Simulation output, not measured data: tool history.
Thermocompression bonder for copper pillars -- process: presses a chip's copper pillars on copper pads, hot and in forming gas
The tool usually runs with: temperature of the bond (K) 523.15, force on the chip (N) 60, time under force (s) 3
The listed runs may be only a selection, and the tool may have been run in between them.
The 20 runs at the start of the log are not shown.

| run | hour | temperature of the bond (K) | force on the chip (N) | time under force (s) | force that shears a chip off (N) |
|---|---|---|---|---|---|
| 21 | 1180.9 | 523.15 | 41 | 8 | 51.1 |
| 22 | 1246.7 | 523.15 | 41 | 4 | 38.9 |
| 23 | 1326.6 | 523.15 | 41 | 4 | 37.8 |
| 24 | 1385.9 | 523.15 | 41 | 4 | 36.7 |
| 25 | 1439.2 | 521.15 | 60 | 2 | 43.2 |
| 26 | 1522.7 | 523.15 | 52 | 3 | 44 |
| 27 | 1566.7 | 523.15 | 61 | 7 | 68.8 |
| 28 | 1618.6 | 523.15 | 61 | 7 | 66.2 |
| 29 | 1690 | 537.15 | 53 | 3 | 54.7 |
| 30 | 1765.2 | 537.15 | 53 | 3 | 53.6 |

Branching from run 30: 5 alternative next runs. What would each branch give?
| A | 1844.2 | 511.15 | 60 | 2 | ? |
| B | 1844.2 | 523.15 | 41 | 5 | ? |
| C | 1844.2 | 507.15 | 53 | 3 | ? |
| D | 1844.2 | 547.15 | 85 | 7 | ? |
| E | 1844.2 | 520.15 | 60 | 2 | ? |

| run | force that shears a chip off (N) |
|---|---|
| A | 33.3 |
| B | 38.4 |
| C | 31.9 |
| D | 93.4 |
| E | 39.7 |
Without the tool's hidden state the same runs would have given:
| run | force that shears a chip off (N) |
|---|---|
| A | 39.2 |
| B | 44.6 |
| C | 37.6 |
| D | 101.8 |
| E | 46.2 |
